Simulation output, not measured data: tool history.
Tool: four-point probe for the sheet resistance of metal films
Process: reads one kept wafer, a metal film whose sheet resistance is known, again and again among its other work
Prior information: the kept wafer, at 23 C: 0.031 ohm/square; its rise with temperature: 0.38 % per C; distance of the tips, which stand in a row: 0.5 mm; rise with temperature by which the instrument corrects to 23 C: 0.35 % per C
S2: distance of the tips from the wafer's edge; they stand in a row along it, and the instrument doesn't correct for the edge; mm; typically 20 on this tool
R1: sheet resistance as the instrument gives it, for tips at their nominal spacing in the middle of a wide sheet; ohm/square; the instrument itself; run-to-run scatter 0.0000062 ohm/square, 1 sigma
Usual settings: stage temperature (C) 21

Run 1, hour 0.0: usual settings. Result: R1 0.030986 ohm/square.
Run 2, hour 7.7: usual settings. Result: R1 0.031000 ohm/square.
Run 3, hour 18.3: usual settings. Result: R1 0.031001 ohm/square.
Run 4, hour 32.5: usual settings. Result: R1 0.030999 ohm/square.
Run 5, hour 46.7: usual settings. Result: R1 0.030988 ohm/square.
Run 6, hour 54.2: usual settings. Result: R1 0.030995 ohm/square.
Run 7, hour 69.8: usual settings but stage temperature (C) 24. Result: R1 0.031029 ohm/square.
Run 8, hour 78.1: usual settings but stage temperature (C) 24. Result: R1 0.031010 ohm/square.
Run 9, hour 90.3: usual settings but S2 52 mm. Result: R1 0.030987 ohm/square.
Run 10, hour 106.5: usual settings but S2 52 mm. Result: R1 0.030982 ohm/square.
Run 11, hour 116.8: usual settings but S2 52 mm. Result: R1 0.030991 ohm/square.
Run 12, hour 132.9: usual settings but stage temperature (C) 27, S2 6 mm. Result: R1 0.031154 ohm/square.
Run 13, hour 139.8: usual settings but stage temperature (C) 30. Result: R1 0.031085 ohm/square.
Run 14, hour 156.4: usual settings but stage temperature (C) 33, S2 42 mm. Result: R1 0.031106 ohm/square.
Run 15, hour 173.1: usual settings but stage temperature (C) 22, S2 21 mm. Result: R1 0.030999 ohm/square.
Run 16, hour 189.8: usual settings but stage temperature (C) 29, S2 21 mm. Result: R1 0.031077 ohm/square.
Run 17, hour 201.9: usual settings but stage temperature (C) 29, S2 21 mm. Result: R1 0.031073 ohm/square.
Run 18, hour 211.2: usual settings but stage temperature (C) 29, S2 21 mm. Result: R1 0.031072 ohm/square.
Run 19, hour 219.4: usual settings but stage temperature (C) 29, S2 21 mm. Result: R1 0.031065 ohm/square.
Run 20, hour 234.6: usual settings but stage temperature (C) 19. Result: R1 0.030971 ohm/square.
Run 21, hour 251.4: usual settings but stage temperature (C) 33, S2 10 mm. Result: R1 0.031142 ohm/square.

Alternative continuations, all from the tool just after run 21; predict every row:
Run A, hour 260.0: usual settings but stage temperature (C) 24, S2 48 mm. Result: R1 ?.
Run B, hour 260.0: usual settings but stage temperature (C) 20, S2 7 mm. Result: R1 ?.
Run C, hour 260.0: usual settings but stage temperature (C) 33, S2 69 mm. Result: R1 ?.
Run D, hour 260.0: usual settings but stage temperature (C) 32. Result: R1 ?.

run        R1
  A  0.031004
  B  0.031050
  C  0.031098
  D  0.031098
The same runs, with their run-to-run variation unchanged, on a tool lacking any hidden condition would have given:
run        R1
  A  0.031002
  B  0.031048
  C  0.031096
  D  0.031096
